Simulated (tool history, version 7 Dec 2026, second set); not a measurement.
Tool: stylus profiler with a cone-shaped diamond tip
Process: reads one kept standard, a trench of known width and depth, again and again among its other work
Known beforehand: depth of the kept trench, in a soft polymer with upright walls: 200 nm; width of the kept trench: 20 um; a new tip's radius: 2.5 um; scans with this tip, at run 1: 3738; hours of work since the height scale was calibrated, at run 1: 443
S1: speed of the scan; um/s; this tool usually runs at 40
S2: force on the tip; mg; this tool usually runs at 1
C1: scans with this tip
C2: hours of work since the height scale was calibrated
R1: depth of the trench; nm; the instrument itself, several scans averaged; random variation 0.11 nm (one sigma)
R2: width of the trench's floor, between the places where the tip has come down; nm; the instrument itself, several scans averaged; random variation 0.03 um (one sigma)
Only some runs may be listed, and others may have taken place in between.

| run | day | S1 | S2 | C1 | C2 | R1 | R2 |
|---|---|---|---|---|---|---|---|
| 1 | 0 | 40 | 1 | 3738 | 443 | 200.9 | 17640 |
| 2 | 0.504 | 40 | 2.61 | 3798 | 450 | 201.85 | 17680 |
| 3 | 1.212 | 40 | 2.61 | 3883 | 460 | 201.74 | 17710 |
| 4 | 1.771 | 40 | 2.61 | 3950 | 468 | 201.67 | 17680 |
| 5 | 2.221 | 40 | 1 | 4003 | 474 | 200.86 | 17640 |
| 6 | 3.071 | 40 | 1 | 4104 | 486 | 200.88 | 17660 |
| 7 | 3.925 | 40 | 1 | 4206 | 498 | 200.6 | 17610 |
| 8 | 4.533 | 40 | 1.73 | 4278 | 507 | 201.22 | 17620 |
| 9 | 5.533 | 40 | 1.73 | 4398 | 521 | 201.3 | 17620 |
| 10 | 5.983 | 40 | 1.73 | 4451 | 527 | 201.43 | 17670 |
| 11 | 6.992 | 40 | 1 | 4571 | 541 | 200.58 | 17630 |
| 12 | 8.017 | 40 | 1 | 4694 | 556 | 200.61 | 17630 |
| 13 | 8.625 | 40 | 1 | 4766 | 564 | 200.7 | 17550 |
| 14 | 9.25 | 80 | 1 | 4840 | 573 | 200.75 | 17400 |
| 15 | 9.996 | 80 | 1 | 4929 | 584 | 200.57 | 17460 |
| 16 | 10.912 | 80 | 1 | 5039 | 597 | 200.76 | 17420 |
| 17 | 11.588 | 80 | 1 | 5119 | 606 | 200.73 | 17420 |
| 18 | 12.546 | 40 | 1 | 5233 | 620 | 200.86 | 17610 |
| 19 | 12.962 | 40 | 1 | 5283 | 626 | 200.72 | 17560 |
| 20 | 13.921 | 14 | 1 | 5397 | 639 | 200.81 | 17620 |
| 21 | 14.842 | 14 | 2.51 | 5506 | 652 | 201.49 | 17620 |
| 22 | 15.488 | 38 | 2.71 | 5583 | 661 | 201.85 | 17490 |
| 23 | 16.067 | 94 | 0.54 | 5652 | 669 | 200.24 | 17230 |
| 24 | 16.892 | 11 | 1.94 | 5751 | 681 | 201.4 | 17610 |
| 25 | 17.646 | 11 | 1.94 | 5841 | 692 | 201.34 | 17600 |
| 26 | 18.625 | 152 | 2.43 | 5957 | 705 | 201.42 | 17260 |
| 27 | 19.308 | 152 | 2.43 | 6039 | 715 | 201.54 | 17280 |
| 28 | 20.292 | 136 | 1 | 6156 | 729 | 200.78 | 17150 |
| 29 | 21.304 | 12 | 0.76 | 6277 | 743 | 200.35 | 17500 |
| 30 | 21.788 | 12 | 0.76 | 6334 | 750 | 200.28 | 17560 |
| 31 | 22.567 | 12 | 0.76 | 6427 | 761 | 200.5 | 17530 |
| 32 | 23.138 | 12 | 1.19 | 6495 | 769 | 200.78 | 17550 |
| 33 | 23.762 | 54 | 0.87 | 6569 | 778 | 200.56 | 17420 |
| 34 | 24.25 | 12 | 2.08 | 6627 | 785 | 201.43 | 17620 |
| 35 | 25.212 | 62 | 2.83 | 6742 | 798 | 201.79 | 17480 |
| 36 | 25.862 | 16 | 2.15 | 6819 | 808 | 201.25 | 17560 |
| 37 | 26.6 | 27 | 2.15 | 6907 | 818 | 201.24 | 17520 |
| 38 | 27.446 | 131 | 2.15 | 7008 | 830 | 201.15 | 17290 |
| 39 | 28.412 | 131 | 2.15 | 7123 | 844 | 201.28 | 17320 |
| 40 | 29.317 | 15 | 2.91 | 7231 | 856 | 201.63 | 17520 |
| 41 | 30.346 | 88 | 2.58 | 7353 | 871 | 201.44 | 17400 |
| 42 | 30.762 | 25 | 1.28 | 7403 | 877 | 200.75 | 17460 |

3 ways to go on from here, each from the tool as it stands after run 42. What would each give?
| A | 31.242 | 25 | 1.35 | 7460 | 883 | ? | ? |
| B | 31.242 | 25 | 1.47 | 7460 | 883 | ? | ? |
| C | 31.242 | 153 | 0.86 | 7460 | 883 | ? | ? |

| run | R1 | R2 |
|---|---|---|
| A | 200.62 | 17510 |
| B | 200.79 | 17470 |
| C | 200.41 | 16980 |
With the hidden condition removed and each run's random variation left untouched, the same runs would have given:
| run | R1 | R2 |
|---|---|---|
| A | 201.23 | 18020 |
| B | 201.4 | 17980 |
| C | 201.02 | 17490 |
